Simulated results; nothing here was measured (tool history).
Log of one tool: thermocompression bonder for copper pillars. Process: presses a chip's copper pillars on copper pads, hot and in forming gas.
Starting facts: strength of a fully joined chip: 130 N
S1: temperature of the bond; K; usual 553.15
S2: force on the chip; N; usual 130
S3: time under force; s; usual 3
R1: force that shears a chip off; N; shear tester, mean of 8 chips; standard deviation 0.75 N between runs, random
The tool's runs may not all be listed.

| run | hour | S1 | S2 | S3 | R1 |
|---|---|---|---|---|---|
| 1 | 0 | 553.15 | 130 | 3 | 48.7 |
| 2 | 8.6 | 553.15 | 130 | 3 | 48.8 |
| 3 | 15.4 | 553.15 | 171 | 3 | 60 |
| 4 | 20.5 | 553.15 | 130 | 4 | 54.2 |
| 5 | 28.3 | 553.15 | 130 | 4 | 53.8 |
| 6 | 37 | 553.15 | 154 | 3 | 55.1 |
| 7 | 45.4 | 553.15 | 125 | 3 | 47.6 |
| 8 | 54.2 | 553.15 | 125 | 3 | 46.8 |
| 9 | 60.9 | 553.15 | 125 | 3 | 47 |
| 10 | 67.5 | 553.15 | 125 | 3 | 47.4 |
| 11 | 79.8 | 553.15 | 130 | 3 | 47.1 |
| 12 | 85.4 | 553.15 | 130 | 3 | 47.6 |
| 13 | 91.2 | 553.15 | 171 | 3 | 59.9 |
| 14 | 98.1 | 553.15 | 171 | 3 | 58.7 |
| 15 | 105 | 553.15 | 171 | 3 | 58.3 |
| 16 | 114.9 | 553.15 | 171 | 3 | 58.6 |
| 17 | 126.6 | 553.15 | 171 | 3 | 57.8 |
| 18 | 135.7 | 553.15 | 171 | 3 | 57.4 |
| 19 | 140.7 | 553.15 | 113 | 3 | 41.3 |
| 20 | 146.8 | 553.15 | 113 | 3 | 42.2 |
| 21 | 152.3 | 553.15 | 128 | 3 | 46.9 |
| 22 | 158.8 | 553.15 | 128 | 3 | 45.2 |
| 23 | 165 | 548.15 | 93 | 3 | 32.2 |
| 24 | 176.3 | 553.15 | 84 | 2 | 26.2 |
|  | 178.5 | force cell calibrated |
|  | 181.4 | forming gas filter changed |
| 25 | 190.2 | 550.15 | 141 | 9 | 78.4 |
| 26 | 195.1 | 547.15 | 94 | 7 | 51 |
|  | 202.3 | force cell calibrated, once more |
| 27 | 203.2 | 531.15 | 85 | 2 | 22.5 |
| 28 | 212 | 553.15 | 129 | 3 | 53.2 |
| 29 | 220.3 | 527.15 | 109 | 2 | 26.5 |
| 30 | 227.1 | 565.15 | 177 | 2 | 65.8 |
| 31 | 235.9 | 565.15 | 145 | 3 | 66.9 |
| 32 | 243.5 | 565.15 | 145 | 3 | 65.7 |
| 33 | 252.1 | 564.15 | 138 | 3 | 62.4 |
| 34 | 257.1 | 526.15 | 115 | 8 | 46 |
| 35 | 266 | 580.15 | 131 | 2 | 63 |
| 36 | 276.1 | 580.15 | 131 | 2 | 62.4 |
| 37 | 286.5 | 553.15 | 174 | 9 | 90.5 |
| 38 | 297.2 | 553.15 | 111 | 6 | 57.8 |
| 39 | 302.7 | 539.15 | 130 | 4 | 47 |
| 40 | 314 | 539.15 | 130 | 4 | 47.2 |
| 41 | 319.8 | 533.15 | 130 | 2 | 33.4 |

Run by run, hidden condition taken away, random variation retained:
Hidden state at play: true temperature of the bond over the reading, C; force that reaches the chip, % of what is set; oxide that the forming gas leaves, % of the face; drift of the gauge itself on shear_n, %.
| run | R1 |
|---|---|
| 1 | 56.1 |
| 2 | 56.5 |
| 3 | 69.2 |
| 4 | 62.7 |
| 5 | 62.3 |
| 6 | 64.1 |
| 7 | 55.7 |
| 8 | 54.9 |
| 9 | 55.2 |
| 10 | 55.7 |
| 11 | 55.7 |
| 12 | 56.6 |
| 13 | 70.7 |
| 14 | 69.4 |
| 15 | 69.2 |
| 16 | 69.7 |
| 17 | 69 |
| 18 | 68.9 |
| 19 | 49.9 |
| 20 | 51.1 |
| 21 | 56.7 |
| 22 | 54.9 |
| 23 | 39.5 |
| 24 | 32.4 |
| 25 | 83.5 |
| 26 | 55.3 |
| 27 | 24.3 |
| 28 | 56.7 |
| 29 | 28.7 |
| 30 | 69.8 |
| 31 | 71.2 |
| 32 | 69.9 |
| 33 | 66.7 |
| 34 | 50.1 |
| 35 | 67.4 |
| 36 | 67 |
| 37 | 96.3 |
| 38 | 62.9 |
| 39 | 51.7 |
| 40 | 52.1 |
| 41 | 37.3 |
